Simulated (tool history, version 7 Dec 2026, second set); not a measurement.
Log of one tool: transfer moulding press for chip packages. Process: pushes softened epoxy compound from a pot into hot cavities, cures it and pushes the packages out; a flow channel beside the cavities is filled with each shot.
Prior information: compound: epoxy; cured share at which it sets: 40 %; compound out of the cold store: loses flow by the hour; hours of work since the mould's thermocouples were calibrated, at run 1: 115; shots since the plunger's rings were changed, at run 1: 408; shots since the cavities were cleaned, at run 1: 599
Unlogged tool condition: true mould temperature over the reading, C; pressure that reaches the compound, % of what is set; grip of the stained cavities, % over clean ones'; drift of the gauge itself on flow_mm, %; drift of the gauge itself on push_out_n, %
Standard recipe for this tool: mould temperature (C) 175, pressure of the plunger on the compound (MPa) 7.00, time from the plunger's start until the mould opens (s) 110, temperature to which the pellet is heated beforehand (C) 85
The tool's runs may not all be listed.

| run | hour | mould temperature (C) | pressure of the plunger on the compound (MPa) | time from the plunger's start until the mould opens (s) | temperature to which the pellet is heated beforehand (C) | hours of work since the mould's thermocouples were calibrated | shots since the plunger's rings were changed | shots since the cavities were cleaned | incoming compound's hours out of the cold store | length that the compound runs in the flow channel (mm) | greatest force on the pins that push the packages out (N) |
|---|---|---|---|---|---|---|---|---|---|---|---|
| 1 | 0.0 | 175 | 7.00 | 110 | 85 | 115 | 408 | 599 | 8.4 | 913 | 677 |
| 2 | 10.4 | 175 | 7.00 | 110 | 85 | 119 | 475 | 666 | 31.1 | 819 | 663 |
|  | 27.4 | cavities cleaned with cleaning compound and waxed |
| 3 | 28.2 | 175 | 7.00 | 110 | 85 | 126 | 579 | 4 | 10.6 | 889 | 787 |
| 4 | 36.1 | 175 | 7.00 | 110 | 85 | 129 | 631 | 56 | 27.9 | 829 | 764 |
| 5 | 44.2 | 175 | 7.00 | 110 | 85 | 132 | 682 | 107 | 40.5 | 797 | 728 |
| 6 | 52.1 | 175 | 7.00 | 110 | 85 | 136 | 733 | 158 | 32.4 | 811 | 800 |
| 7 | 63.0 | 175 | 7.00 | 110 | 85 | 140 | 803 | 228 | 42.2 | 784 | 747 |
| 8 | 71.7 | 175 | 7.00 | 110 | 85 | 144 | 859 | 284 | 32.8 | 813 | 825 |
| 9 | 84.1 | 175 | 7.00 | 110 | 85 | 149 | 938 | 363 | 9.6 | 898 | 851 |
| 10 | 101.2 | 175 | 7.00 | 110 | 85 | 156 | 1048 | 473 | 38.4 | 788 | 798 |
| 11 | 117.3 | 178 | 8.39 | 112 | 85 | 163 | 1151 | 576 | 38.5 | 855 | 723 |
|  | 129.7 | cavities cleaned with cleaning compound and waxed, once more |
| 12 | 130.1 | 178 | 8.39 | 132 | 85 | 168 | 1224 | 3 | 43.4 | 845 | 295 |
| 13 | 137.9 | 178 | 8.39 | 132 | 85 | 171 | 1274 | 53 | 26.5 | 900 | 331 |
| 14 | 146.7 | 178 | 8.39 | 132 | 85 | 174 | 1330 | 109 | 18.6 | 913 | 359 |
| 15 | 161.3 | 178 | 8.39 | 129 | 76 | 181 | 1424 | 203 | 16.4 | 932 | 407 |
| 16 | 178.8 | 178 | 8.39 | 129 | 76 | 188 | 1536 | 315 | 25.2 | 896 | 428 |
| 17 | 191.0 | 172 | 7.00 | 149 | 85 | 193 | 1615 | 394 | 42.6 | 778 | 457 |

5 options for the next run, each taken on its own from the tool as it stands now. Forecast them:
| A | 198.6 | 172 | 7.00 | 107 | 81 | 196 | 1663 | 442 | 46.8 | ? | ? |
| B | 198.6 | 178 | 6.79 | 119 | 85 | 196 | 1663 | 442 | 33.2 | ? | ? |
| C | 198.6 | 173 | 7.09 | 110 | 85 | 196 | 1663 | 442 | 19.6 | ? | ? |
| D | 198.6 | 181 | 8.04 | 110 | 85 | 196 | 1663 | 442 | 25.1 | ? | ? |
| E | 198.6 | 169 | 6.42 | 110 | 86 | 196 | 1663 | 442 | 19.4 | ? | ? |

| run | length that the compound runs in the flow channel (mm) | greatest force on the pins that push the packages out (N) |
|---|---|---|
| A | 783 | 683 |
| B | 791 | 490 |
| C | 857 | 671 |
| D | 865 | 474 |
| E | 833 | 921 |
With no hidden state in the tool, these same runs would have given:
| run | length that the compound runs in the flow channel (mm) | greatest force on the pins that push the packages out (N) |
|---|---|---|
| A | 808 | 447 |
| B | 816 | 317 |
| C | 884 | 439 |
| D | 892 | 306 |
| E | 860 | 606 |

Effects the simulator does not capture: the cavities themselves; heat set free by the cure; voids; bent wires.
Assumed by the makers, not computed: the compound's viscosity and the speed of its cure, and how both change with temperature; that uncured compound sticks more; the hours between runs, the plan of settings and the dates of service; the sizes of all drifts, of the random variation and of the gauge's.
